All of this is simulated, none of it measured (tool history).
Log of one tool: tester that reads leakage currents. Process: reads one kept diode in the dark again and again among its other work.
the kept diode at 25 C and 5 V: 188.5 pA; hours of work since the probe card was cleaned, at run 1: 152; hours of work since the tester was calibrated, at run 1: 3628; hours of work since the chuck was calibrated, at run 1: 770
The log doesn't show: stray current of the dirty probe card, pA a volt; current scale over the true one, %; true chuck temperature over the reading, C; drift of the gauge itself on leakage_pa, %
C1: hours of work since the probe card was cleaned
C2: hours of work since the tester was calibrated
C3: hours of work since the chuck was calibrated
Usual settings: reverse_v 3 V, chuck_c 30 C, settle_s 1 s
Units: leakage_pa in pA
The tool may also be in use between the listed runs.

run 1 hour=0 | reverse_v=3 chuck_c=30 settle_s=1 | C1=152 C2=3628 C3=770 | leakage_pa=220
run 2 hour=128.8 | reverse_v=3 chuck_c=30 settle_s=1 | C1=242 C2=3718 C3=859 | leakage_pa=218.62
-- hour=142.6 tester calibrated
run 3 hour=382.6 | reverse_v=12.07 chuck_c=30 settle_s=1 | C1=417 C2=167 C3=1034 | leakage_pa=337.09
run 4 hour=617.5 | reverse_v=12.07 chuck_c=30 settle_s=1 | C1=580 C2=330 C3=1198 | leakage_pa=331.2
run 5 hour=746.1 | reverse_v=3 chuck_c=46 settle_s=1 | C1=670 C2=420 C3=1287 | leakage_pa=735.04
run 6 hour=895.6 | reverse_v=3 chuck_c=46 settle_s=1 | C1=774 C2=524 C3=1391 | leakage_pa=725.35
run 7 hour=1109.3 | reverse_v=3 chuck_c=46 settle_s=0.4 | C1=922 C2=672 C3=1540 | leakage_pa=721.3
-- hour=1178.6 chuck's temperature calibrated
run 8 hour=1368.6 | reverse_v=3 chuck_c=46 settle_s=0.4 | C1=1101 C2=851 C3=132 | leakage_pa=840.16
run 9 hour=1605.6 | reverse_v=3 chuck_c=30 settle_s=1 | C1=1266 C2=1016 C3=297 | leakage_pa=237.08
run 10 hour=1788.9 | reverse_v=3 chuck_c=30 settle_s=1 | C1=1394 C2=1144 C3=425 | leakage_pa=232.72
run 11 hour=1927.2 | reverse_v=3 chuck_c=34 settle_s=1 | C1=1490 C2=1240 C3=521 | leakage_pa=320
run 12 hour=2156.7 | reverse_v=3 chuck_c=34 settle_s=0.3 | C1=1650 C2=1400 C3=680 | leakage_pa=314.15
run 13 hour=2298.3 | reverse_v=3 chuck_c=30 settle_s=1 | C1=1748 C2=1498 C3=779 | leakage_pa=223.33
run 14 hour=2522.2 | reverse_v=3 chuck_c=30 settle_s=3.22 | C1=1904 C2=1654 C3=935 | leakage_pa=220.64
run 15 hour=2686.6 | reverse_v=3 chuck_c=30 settle_s=3.22 | C1=2018 C2=1768 C3=1049 | leakage_pa=216.94
run 16 hour=2896.2 | reverse_v=3 chuck_c=40 settle_s=2.2 | C1=2164 C2=1914 C3=1195 | leakage_pa=479.59
run 17 hour=3043 | reverse_v=3 chuck_c=40 settle_s=5.73 | C1=2266 C2=2016 C3=1297 | leakage_pa=472.77
-- hour=3167.8 probe card cleaned and baked
run 18 hour=3292.6 | reverse_v=3 chuck_c=40 settle_s=5.73 | C1=87 C2=2188 C3=1468 | leakage_pa=459.43
run 19 hour=3424.8 | reverse_v=3 chuck_c=40 settle_s=5.73 | C1=179 C2=2279 C3=1560 | leakage_pa=454.58
-- hour=3469.3 chuck's temperature calibrated
run 20 hour=3587.3 | reverse_v=1.15 chuck_c=30 settle_s=1.87 | C1=290 C2=2391 C3=82 | leakage_pa=174.42

Forecast run 21:
run 21 hour=3729.3 | reverse_v=1.15 chuck_c=30 settle_s=1.87 | C1=389 C2=2490 C3=181 | leakage_pa=?

{"run 21": {"leakage_pa": 173.44}}
Without the tool's hidden state the same run would have given leakage_pa 179.54 pA.

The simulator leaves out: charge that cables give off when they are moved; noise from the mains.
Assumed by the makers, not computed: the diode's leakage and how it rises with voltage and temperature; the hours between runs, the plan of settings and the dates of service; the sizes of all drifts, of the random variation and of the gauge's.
